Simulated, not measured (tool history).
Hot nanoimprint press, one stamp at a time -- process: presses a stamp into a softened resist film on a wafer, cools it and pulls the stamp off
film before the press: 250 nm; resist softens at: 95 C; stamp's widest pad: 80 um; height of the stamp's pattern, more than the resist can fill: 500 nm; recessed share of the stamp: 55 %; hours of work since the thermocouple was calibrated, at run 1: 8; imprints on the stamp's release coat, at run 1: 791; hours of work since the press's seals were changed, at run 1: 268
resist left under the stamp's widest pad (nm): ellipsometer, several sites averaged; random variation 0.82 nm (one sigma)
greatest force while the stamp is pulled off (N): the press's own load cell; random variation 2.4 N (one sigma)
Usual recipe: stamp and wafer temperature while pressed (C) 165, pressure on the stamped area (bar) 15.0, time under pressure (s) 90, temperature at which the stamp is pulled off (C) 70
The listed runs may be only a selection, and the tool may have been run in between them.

| run | hour | stamp and wafer temperature while pressed (C) | pressure on the stamped area (bar) | time under pressure (s) | temperature at which the stamp is pulled off (C) | hours of work since the thermocouple was calibrated | imprints on the stamp's release coat | hours of work since the press's seals were changed | resist left under the stamp's widest pad (nm) | greatest force while the stamp is pulled off (N) |
|---|---|---|---|---|---|---|---|---|---|---|
| 1 | 0.0 | 165 | 15.0 | 90 | 70 | 8 | 791 | 268 | 108.4 | 173 |
| 2 | 18.0 | 165 | 17.6 | 90 | 70 | 21 | 842 | 281 | 102.1 | 180 |
|  | 39.2 | stamp cleaned and given a new release coat |
| 3 | 39.2 | 165 | 17.6 | 90 | 70 | 32 | 0 | 291 | 101.2 | 154 |
| 4 | 48.6 | 165 | 17.6 | 90 | 70 | 38 | 27 | 298 | 101.9 | 157 |
| 5 | 68.7 | 165 | 17.6 | 90 | 70 | 53 | 84 | 312 | 103.0 | 156 |
| 6 | 83.9 | 165 | 15.0 | 90 | 70 | 64 | 128 | 323 | 109.3 | 160 |
| 7 | 97.2 | 165 | 15.0 | 90 | 70 | 73 | 166 | 333 | 111.3 | 163 |
| 8 | 108.8 | 165 | 15.0 | 90 | 70 | 81 | 199 | 341 | 109.0 | 157 |
| 9 | 117.9 | 165 | 15.0 | 90 | 70 | 88 | 225 | 347 | 110.9 | 159 |
| 10 | 136.5 | 165 | 15.0 | 90 | 63 | 101 | 278 | 361 | 111.9 | 168 |
| 11 | 156.9 | 165 | 15.0 | 169 | 70 | 116 | 337 | 375 | 85.8 | 167 |
| 12 | 173.2 | 165 | 15.0 | 45 | 70 | 127 | 384 | 387 | 142.0 | 168 |
| 13 | 191.8 | 165 | 15.0 | 45 | 70 | 140 | 437 | 400 | 142.3 | 165 |
| 14 | 209.0 | 165 | 15.0 | 90 | 70 | 153 | 486 | 412 | 112.8 | 170 |
| 15 | 226.3 | 165 | 15.0 | 90 | 70 | 165 | 536 | 425 | 112.3 | 166 |

Run 16 has not been measured yet. What should we expect?
| 16 | 238.8 | 165 | 15.0 | 90 | 70 | 174 | 571 | 434 | ? | ? |

resist left under the stamp's widest pad (nm): 110.5
greatest force while the stamp is pulled off (N): 170
With no hidden state in the tool, this same run would have given resist left under the stamp's widest pad (nm) 105.9, greatest force while the stamp is pulled off (N) 155.
